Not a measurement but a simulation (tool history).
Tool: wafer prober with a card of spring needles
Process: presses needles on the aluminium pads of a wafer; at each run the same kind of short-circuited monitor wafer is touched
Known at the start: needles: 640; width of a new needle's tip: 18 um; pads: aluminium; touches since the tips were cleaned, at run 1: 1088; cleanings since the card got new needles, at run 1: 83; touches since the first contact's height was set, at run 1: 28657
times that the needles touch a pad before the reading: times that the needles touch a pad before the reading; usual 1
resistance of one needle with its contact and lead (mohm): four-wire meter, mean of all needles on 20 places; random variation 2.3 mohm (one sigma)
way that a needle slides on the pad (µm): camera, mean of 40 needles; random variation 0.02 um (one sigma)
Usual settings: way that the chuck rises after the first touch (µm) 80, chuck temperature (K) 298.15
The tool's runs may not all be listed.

run,hour,way that the chuck rises after the first touch (µm),chuck temperature (K),times that the needles touch a pad before the reading,touches since the tips were cleaned,cleanings since the card got new needles,touches since the first contact's height was set,resistance of one needle with its contact and lead (mohm),way that a needle slides on the pad (µm)
1,0.0,80,298.15,1,1088,83,28657,280,11.04
# hour 12.5: tips cleaned on abrasive film
# hour 25.0: tips cleaned on abrasive film
# hour 40.6: tips cleaned on abrasive film
# hour 56.2: tips cleaned on abrasive film
# hour 71.8: tips cleaned on abrasive film
# hour 87.4: tips cleaned on abrasive film
2,95.2,80,298.15,1,3317,89,68733,298,11.01
# hour 101.5: tips cleaned on abrasive film
# hour 114.1: tips cleaned on abrasive film
# hour 129.7: tips cleaned on abrasive film
# hour 145.3: tips cleaned on abrasive film
# hour 157.8: tips cleaned on abrasive film
# hour 173.2: tips cleaned on abrasive film
3,173.2,63,298.15,1,0,95,101489,268,8.60
# hour 185.7: tips cleaned on abrasive film
# hour 201.3: tips cleaned on abrasive film
# hour 213.8: tips cleaned on abrasive film
# hour 228.0: tips cleaned on abrasive film
4,228.0,80,298.15,3,0,99,124507,263,10.91
# hour 240.5: tips cleaned on abrasive film
# hour 256.1: tips cleaned on abrasive film
# hour 271.7: tips cleaned on abrasive film
# hour 284.2: tips cleaned on abrasive film
5,288.0,74,298.15,1,1634,103,149773,291,10.05
# hour 297.4: tips cleaned on abrasive film
# hour 313.1: tips cleaned on abrasive film
# hour 328.7: tips cleaned on abrasive film
# hour 341.2: tips cleaned on abrasive film
6,352.5,74,298.15,1,4789,107,176881,308,10.03
# hour 355.7: tips cleaned on abrasive film
# hour 368.2: tips cleaned on abrasive film
# hour 380.7: tips cleaned on abrasive film
# hour 396.3: tips cleaned on abrasive film
# hour 411.9: tips cleaned on abrasive film
7,412.6,74,298.15,3,315,112,202139,265,9.94
# hour 425.1: tips cleaned on abrasive film
# hour 437.6: tips cleaned on abrasive film
# hour 453.2: tips cleaned on abrasive film
# hour 465.7: tips cleaned on abrasive film
# hour 481.3: tips cleaned on abrasive film
# hour 493.8: tips cleaned on abrasive film
8,497.9,74,298.15,3,1707,118,237977,274,9.95
# hour 507.3: tips cleaned on abrasive film
# hour 519.8: tips cleaned on abrasive film
# hour 523.2: height of the first contact set anew
# hour 535.7: tips cleaned on abrasive film
# hour 548.2: tips cleaned on abrasive film
# hour 563.8: tips cleaned on abrasive film
# hour 578.2: tips cleaned on abrasive film
9,578.2,80,298.15,1,0,124,23146,268,11.07
# hour 593.8: tips cleaned on abrasive film
# hour 609.4: tips cleaned on abrasive film
# hour 621.9: tips cleaned on abrasive film
# hour 637.5: tips cleaned on abrasive film
# hour 653.1: tips cleaned on abrasive film
# hour 665.6: tips cleaned on abrasive film
10,670.2,80,298.15,1,1939,130,61844,289,11.03
# hour 679.6: tips cleaned on abrasive film
# hour 692.1: tips cleaned on abrasive film
# hour 707.7: tips cleaned on abrasive film
11,715.0,66,298.15,1,3091,133,80689,313,9.06
# hour 721.3: tips cleaned on abrasive film
# hour 736.9: tips cleaned on abrasive film
# hour 752.5: tips cleaned on abrasive film
# hour 765.0: tips cleaned on abrasive film
# hour 780.6: tips cleaned on abrasive film
# hour 796.2: tips cleaned on abrasive film
12,803.1,66,298.15,1,2895,139,117719,310,8.99
# hour 809.4: tips cleaned on abrasive film
# hour 825.0: tips cleaned on abrasive film
# hour 840.6: tips cleaned on abrasive film
# hour 856.2: tips cleaned on abrasive film
# hour 871.8: tips cleaned on abrasive film
# hour 887.4: tips cleaned on abrasive film
13,889.1,66,298.15,2,723,145,153889,277,8.96
# hour 901.6: tips cleaned on abrasive film
# hour 914.1: tips cleaned on abrasive film
# hour 929.7: tips cleaned on abrasive film
# hour 942.2: tips cleaned on abrasive film
# hour 957.8: tips cleaned on abrasive film
# hour 970.3: tips cleaned on abrasive film
14,971.2,66,298.15,2,376,151,188400,277,8.89
# hour 983.7: tips cleaned on abrasive film
# hour 999.3: tips cleaned on abrasive film
# hour 1014.9: tips cleaned on abrasive film
# hour 1030.5: tips cleaned on abrasive film
# hour 1043.0: tips cleaned on abrasive film
15,1053.2,68,338.15,3,4296,156,222891,297,9.15
# hour 1056.4: tips cleaned on abrasive film
# hour 1068.9: tips cleaned on abrasive film
# hour 1084.5: tips cleaned on abrasive film
# hour 1100.1: tips cleaned on abrasive film
16,1109.5,68,338.15,3,3991,160,246572,297,9.11
# hour 1112.7: tips cleaned on abrasive film
# hour 1113.0: height of the first contact set anew
# hour 1125.5: tips cleaned on abrasive film
# hour 1141.1: tips cleaned on abrasive film
# hour 1156.7: tips cleaned on abrasive film
17,1164.1,68,338.15,3,3111,164,21490,296,9.38
# hour 1170.4: tips cleaned on abrasive film
# hour 1186.0: tips cleaned on abrasive film
# hour 1201.6: tips cleaned on abrasive film
18,1210.3,66,301.15,2,3717,167,40961,299,9.13
# hour 1216.6: tips cleaned on abrasive film
# hour 1229.1: tips cleaned on abrasive film
# hour 1244.8: tips cleaned on abrasive film
# hour 1257.3: tips cleaned on abrasive film
# hour 1272.9: tips cleaned on abrasive film
19,1275.0,66,301.15,2,904,172,68123,279,9.10
# hour 1287.5: tips cleaned on abrasive film
# hour 1303.1: tips cleaned on abrasive film
# hour 1318.7: tips cleaned on abrasive film
# hour 1333.6: tips cleaned on abrasive film
20,1333.6,99,357.15,1,0,176,92775,283,13.64
# hour 1349.2: tips cleaned on abrasive film
# hour 1364.8: tips cleaned on abrasive film
21,1372.3,91,381.15,2,3153,178,109055,302,12.50
# hour 1378.6: tips cleaned on abrasive film
# hour 1391.1: tips cleaned on abrasive film
# hour 1406.7: tips cleaned on abrasive film
# hour 1422.3: tips cleaned on abrasive film
22,1432.0,80,298.15,2,4103,182,134164,291,10.94
# hour 1435.2: tips cleaned on abrasive film
# hour 1447.7: tips cleaned on abrasive film
# hour 1463.3: tips cleaned on abrasive film
# hour 1478.9: tips cleaned on abrasive film
# hour 1494.5: tips cleaned on abrasive film
# hour 1510.1: tips cleaned on abrasive film
23,1520.3,69,317.15,1,4340,188,171321,327,9.37
# hour 1523.5: tips cleaned on abrasive film
# hour 1539.1: tips cleaned on abrasive film
# hour 1554.7: tips cleaned on abrasive film
# hour 1570.3: tips cleaned on abrasive film
# hour 1585.9: tips cleaned on abrasive film
# hour 1601.5: tips cleaned on abrasive film
24,1607.1,78,315.15,2,2342,194,207797,287,10.58

How the hidden state differs across the entries between the runs, from the last listed run before each to the first after it:
Between runs 1 and 2: tips cleaned on abrasive film (hour 12.5); tips cleaned on abrasive film (hour 25.0); tips cleaned on abrasive film (hour 40.6); tips cleaned on abrasive film (hour 56.2); tips cleaned on abrasive film (hour 71.8); tips cleaned on abrasive film (hour 87.4)
  debris on the tips, nm: 31.4 -> 53.7; way that the needles fall short of the set height, um: 0.32 -> 0.7; tips' diameter, um: 19.67 -> 19.81
  measured less the result without the state, resistance of one needle with its contact and lead (mohm): +20 -> +35; way that a needle slides on the pad (µm): -0.04 -> -0.10
Between runs 2 and 3: tips cleaned on abrasive film (hour 101.5); tips cleaned on abrasive film (hour 114.1); tips cleaned on abrasive film (hour 129.7); tips cleaned on abrasive film (hour 145.3); tips cleaned on abrasive film (hour 157.8); tips cleaned on abrasive film (hour 173.2)
  debris on the tips, nm: 53.7 -> 4.2; way that the needles fall short of the set height, um: 0.7 -> 1.02; tips' diameter, um: 19.81 -> 19.92
  measured less the result without the state, resistance of one needle with its contact and lead (mohm): +35 -> +5; way that a needle slides on the pad (µm): -0.10 -> -0.14
Between runs 3 and 4: tips cleaned on abrasive film (hour 185.7); tips cleaned on abrasive film (hour 201.3); tips cleaned on abrasive film (hour 213.8); tips cleaned on abrasive film (hour 228.0)
  debris on the tips, nm: 4.2 -> 3.2; way that the needles fall short of the set height, um: 1.02 -> 1.25; tips' diameter, um: 19.92 -> 20
  measured less the result without the state, resistance of one needle with its contact and lead (mohm): +5 -> +2; way that a needle slides on the pad (µm): -0.14 -> -0.18
Between runs 4 and 5: tips cleaned on abrasive film (hour 240.5); tips cleaned on abrasive film (hour 256.1); tips cleaned on abrasive film (hour 271.7); tips cleaned on abrasive film (hour 284.2)
  debris on the tips, nm: 3.2 -> 39.6; way that the needles fall short of the set height, um: 1.25 -> 1.51; tips' diameter, um: 20 -> 20.09
  measured less the result without the state, resistance of one needle with its contact and lead (mohm): +2 -> +31; way that a needle slides on the pad (µm): -0.18 -> -0.21
Between runs 5 and 6: tips cleaned on abrasive film (hour 297.4); tips cleaned on abrasive film (hour 313.1); tips cleaned on abrasive film (hour 328.7); tips cleaned on abrasive film (hour 341.2)
  debris on the tips, nm: 39.6 -> 62; way that the needles fall short of the set height, um: 1.51 -> 1.73; tips' diameter, um: 20.09 -> 20.17
  measured less the result without the state, resistance of one needle with its contact and lead (mohm): +31 -> +47; way that a needle slides on the pad (µm): -0.21 -> -0.24
Between runs 6 and 7: tips cleaned on abrasive film (hour 355.7); tips cleaned on abrasive film (hour 368.2); tips cleaned on abrasive film (hour 380.7); tips cleaned on abrasive film (hour 396.3); tips cleaned on abrasive film (hour 411.9)
  debris on the tips, nm: 62 -> 11.3; way that the needles fall short of the set height, um: 1.73 -> 2; tips' diameter, um: 20.17 -> 20.26
  measured less the result without the state, resistance of one needle with its contact and lead (mohm): +47 -> +4; way that a needle slides on the pad (µm): -0.24 -> -0.28
Between runs 7 and 8: tips cleaned on abrasive film (hour 425.1); tips cleaned on abrasive film (hour 437.6); tips cleaned on abrasive film (hour 453.2); tips cleaned on abrasive film (hour 465.7); tips cleaned on abrasive film (hour 481.3); tips cleaned on abrasive film (hour 493.8)
  debris on the tips, nm: 11.3 -> 35.7; way that the needles fall short of the set height, um: 2 -> 2.33; tips' diameter, um: 20.26 -> 20.38
  measured less the result without the state, resistance of one needle with its contact and lead (mohm): +4 -> +12; way that a needle slides on the pad (µm): -0.28 -> -0.32
Between runs 8 and 9: tips cleaned on abrasive film (hour 507.3); tips cleaned on abrasive film (hour 519.8); height of the first contact set anew (hour 523.2); tips cleaned on abrasive film (hour 535.7); tips cleaned on abrasive film (hour 548.2); tips cleaned on abrasive film (hour 563.8); tips cleaned on abrasive film (hour 578.2)
  debris on the tips, nm: 35.7 -> 5.8; way that the needles fall short of the set height, um: 2.33 -> 0.23; tips' diameter, um: 20.38 -> 20.5
  measured less the result without the state, resistance of one needle with its contact and lead (mohm): +12 -> +5; way that a needle slides on the pad (µm): -0.32 -> -0.03
Between runs 9 and 10: tips cleaned on abrasive film (hour 593.8); tips cleaned on abrasive film (hour 609.4); tips cleaned on abrasive film (hour 621.9); tips cleaned on abrasive film (hour 637.5); tips cleaned on abrasive film (hour 653.1); tips cleaned on abrasive film (hour 665.6)
  debris on the tips, nm: 5.8 -> 41; way that the needles fall short of the set height, um: 0.23 -> 0.55; tips' diameter, um: 20.5 -> 20.61
  measured less the result without the state, resistance of one needle with its contact and lead (mohm): +5 -> +29; way that a needle slides on the pad (µm): -0.03 -> -0.08
Between runs 10 and 11: tips cleaned on abrasive film (hour 679.6); tips cleaned on abrasive film (hour 692.1); tips cleaned on abrasive film (hour 707.7)
  debris on the tips, nm: 41 -> 52.3; way that the needles fall short of the set height, um: 0.55 -> 0.69; tips' diameter, um: 20.61 -> 20.66
  measured less the result without the state, resistance of one needle with its contact and lead (mohm): +29 -> +50; way that a needle slides on the pad (µm): -0.08 -> -0.09
Between runs 11 and 12: tips cleaned on abrasive film (hour 721.3); tips cleaned on abrasive film (hour 736.9); tips cleaned on abrasive film (hour 752.5); tips cleaned on abrasive film (hour 765.0); tips cleaned on abrasive film (hour 780.6); tips cleaned on abrasive film (hour 796.2)
  debris on the tips, nm: 52.3 -> 46.8; way that the needles fall short of the set height, um: 0.69 -> 1.05; tips' diameter, um: 20.66 -> 20.79
  measured less the result without the state, resistance of one needle with its contact and lead (mohm): +50 -> +45; way that a needle slides on the pad (µm): -0.09 -> -0.15
Between runs 12 and 13: tips cleaned on abrasive film (hour 809.4); tips cleaned on abrasive film (hour 825.0); tips cleaned on abrasive film (hour 840.6); tips cleaned on abrasive film (hour 856.2); tips cleaned on abrasive film (hour 871.8); tips cleaned on abrasive film (hour 887.4)
  debris on the tips, nm: 46.8 -> 22; way that the needles fall short of the set height, um: 1.05 -> 1.39; tips' diameter, um: 20.79 -> 20.9
  measured less the result without the state, resistance of one needle with its contact and lead (mohm): +45 -> +14; way that a needle slides on the pad (µm): -0.15 -> -0.19
Between runs 13 and 14: tips cleaned on abrasive film (hour 901.6); tips cleaned on abrasive film (hour 914.1); tips cleaned on abrasive film (hour 929.7); tips cleaned on abrasive film (hour 942.2); tips cleaned on abrasive film (hour 957.8); tips cleaned on abrasive film (hour 970.3)
  debris on the tips, nm: 22 -> 13.2; way that the needles fall short of the set height, um: 1.39 -> 1.72; tips' diameter, um: 20.9 -> 21.02
  measured less the result without the state, resistance of one needle with its contact and lead (mohm): +14 -> +10; way that a needle slides on the pad (µm): -0.19 -> -0.24
Between runs 14 and 15: tips cleaned on abrasive film (hour 983.7); tips cleaned on abrasive film (hour 999.3); tips cleaned on abrasive film (hour 1014.9); tips cleaned on abrasive film (hour 1030.5); tips cleaned on abrasive film (hour 1043.0)
  debris on the tips, nm: 13.2 -> 59.2; way that the needles fall short of the set height, um: 1.72 -> 2.01; tips' diameter, um: 21.02 -> 21.12
  measured less the result without the state, resistance of one needle with its contact and lead (mohm): +10 -> +21; way that a needle slides on the pad (µm): -0.24 -> -0.28
Between runs 15 and 16: tips cleaned on abrasive film (hour 1056.4); tips cleaned on abrasive film (hour 1068.9); tips cleaned on abrasive film (hour 1084.5); tips cleaned on abrasive film (hour 1100.1)
  debris on the tips, nm: 59.2 -> 57.6; way that the needles fall short of the set height, um: 2.01 -> 2.23; tips' diameter, um: 21.12 -> 21.2
  measured less the result without the state, resistance of one needle with its contact and lead (mohm): +21 -> +21; way that a needle slides on the pad (µm): -0.28 -> -0.31
Between runs 16 and 17: tips cleaned on abrasive film (hour 1112.7); height of the first contact set anew (hour 1113.0); tips cleaned on abrasive film (hour 1125.5); tips cleaned on abrasive film (hour 1141.1); tips cleaned on abrasive film (hour 1156.7)
  debris on the tips, nm: 57.6 -> 54.8; way that the needles fall short of the set height, um: 2.23 -> 0.16; tips' diameter, um: 21.2 -> 21.28
  measured less the result without the state, resistance of one needle with its contact and lead (mohm): +21 -> +19; way that a needle slides on the pad (µm): -0.31 -> -0.03
Between runs 17 and 18: tips cleaned on abrasive film (hour 1170.4); tips cleaned on abrasive film (hour 1186.0); tips cleaned on abrasive film (hour 1201.6)
  debris on the tips, nm: 54.8 -> 53.9; way that the needles fall short of the set height, um: 0.16 -> 0.31; tips' diameter, um: 21.28 -> 21.33
  measured less the result without the state, resistance of one needle with its contact and lead (mohm): +19 -> +33; way that a needle slides on the pad (µm): -0.03 -> -0.05
Between runs 18 and 19: tips cleaned on abrasive film (hour 1216.6); tips cleaned on abrasive film (hour 1229.1); tips cleaned on abrasive film (hour 1244.8); tips cleaned on abrasive film (hour 1257.3); tips cleaned on abrasive film (hour 1272.9)
  debris on the tips, nm: 53.9 -> 25.3; way that the needles fall short of the set height, um: 0.31 -> 0.61; tips' diameter, um: 21.33 -> 21.44
  measured less the result without the state, resistance of one needle with its contact and lead (mohm): +33 -> +16; way that a needle slides on the pad (µm): -0.05 -> -0.09
Between runs 19 and 20: tips cleaned on abrasive film (hour 1287.5); tips cleaned on abrasive film (hour 1303.1); tips cleaned on abrasive film (hour 1318.7); tips cleaned on abrasive film (hour 1333.6)
  debris on the tips, nm: 25.3 -> 5.8; way that the needles fall short of the set height, um: 0.61 -> 0.84; tips' diameter, um: 21.44 -> 21.52
  measured less the result without the state, resistance of one needle with its contact and lead (mohm): +16 -> +4; way that a needle slides on the pad (µm): -0.09 -> -0.12
Between runs 20 and 21: tips cleaned on abrasive film (hour 1349.2); tips cleaned on abrasive film (hour 1364.8)
  debris on the tips, nm: 5.8 -> 53.9; way that the needles fall short of the set height, um: 0.84 -> 0.94; tips' diameter, um: 21.52 -> 21.55
  measured less the result without the state, resistance of one needle with its contact and lead (mohm): +4 -> +17; way that a needle slides on the pad (µm): -0.12 -> -0.14
Between runs 21 and 22: tips cleaned on abrasive film (hour 1378.6); tips cleaned on abrasive film (hour 1391.1); tips cleaned on abrasive film (hour 1406.7); tips cleaned on abrasive film (hour 1422.3)
  debris on the tips, nm: 53.9 -> 57.4; way that the needles fall short of the set height, um: 0.94 -> 1.16; tips' diameter, um: 21.55 -> 21.63
  measured less the result without the state, resistance of one needle with its contact and lead (mohm): +17 -> +27; way that a needle slides on the pad (µm): -0.14 -> -0.16
Between runs 22 and 23: tips cleaned on abrasive film (hour 1435.2); tips cleaned on abrasive film (hour 1447.7); tips cleaned on abrasive film (hour 1463.3); tips cleaned on abrasive film (hour 1478.9); tips cleaned on abrasive film (hour 1494.5); tips cleaned on abrasive film (hour 1510.1)
  debris on the tips, nm: 57.4 -> 59.2; way that the needles fall short of the set height, um: 1.16 -> 1.47; tips' diameter, um: 21.63 -> 21.73
  measured less the result without the state, resistance of one needle with its contact and lead (mohm): +27 -> +56; way that a needle slides on the pad (µm): -0.16 -> -0.20
Between runs 23 and 24: tips cleaned on abrasive film (hour 1523.5); tips cleaned on abrasive film (hour 1539.1); tips cleaned on abrasive film (hour 1554.7); tips cleaned on abrasive film (hour 1570.3); tips cleaned on abrasive film (hour 1585.9); tips cleaned on abrasive film (hour 1601.5)
  debris on the tips, nm: 59.2 -> 38.4; way that the needles fall short of the set height, um: 1.47 -> 1.8; tips' diameter, um: 21.73 -> 21.85
  measured less the result without the state, resistance of one needle with its contact and lead (mohm): +56 -> +19; way that a needle slides on the pad (µm): -0.20 -> -0.25
